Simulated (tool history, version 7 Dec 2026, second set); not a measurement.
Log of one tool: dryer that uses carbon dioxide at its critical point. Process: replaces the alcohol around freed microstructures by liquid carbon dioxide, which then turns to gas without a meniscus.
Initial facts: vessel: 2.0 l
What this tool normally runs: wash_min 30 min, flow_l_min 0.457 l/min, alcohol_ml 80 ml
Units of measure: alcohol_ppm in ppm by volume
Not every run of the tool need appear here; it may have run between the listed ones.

run,hour,wash_min,flow_l_min,alcohol_ml,alcohol_ppm
1,0.0,30,0.457,80,176
2,15.3,30,0.373,80,447
3,30.2,30,0.457,80,175
4,47.4,30,0.457,80,180
5,66.1,30,0.457,80,180
6,86.4,30,0.457,80,184
7,99.2,30,0.457,80,190
8,120.1,33,0.457,80,125
9,138.1,33,0.676,80,31
10,150.5,19,0.457,57,934
11,164.1,24,0.298,61,1768
12,173.2,41,0.467,114,46
13,185.8,22,0.457,80,767
14,205.4,39,0.457,21,39
# hour 218.9: inlet filter changed
15,220.6,29,0.528,80,72
16,235.8,29,0.528,80,77
17,252.7,29,0.528,80,70
18,267.5,30,0.525,33,38

Alternative continuations, all from the tool just after run 18; predict every row:
A,282.4,20,0.457,23,?
B,282.4,27,0.439,108,?
C,282.4,20,0.497,33,?
D,282.4,34,0.715,79,?

run,alcohol_ppm
A,245
B,324
C,247
D,24
The same runs, with their run-to-run variation unchanged, on a tool lacking any hidden condition would have given:
run,alcohol_ppm
A,213
B,285
C,215
D,3
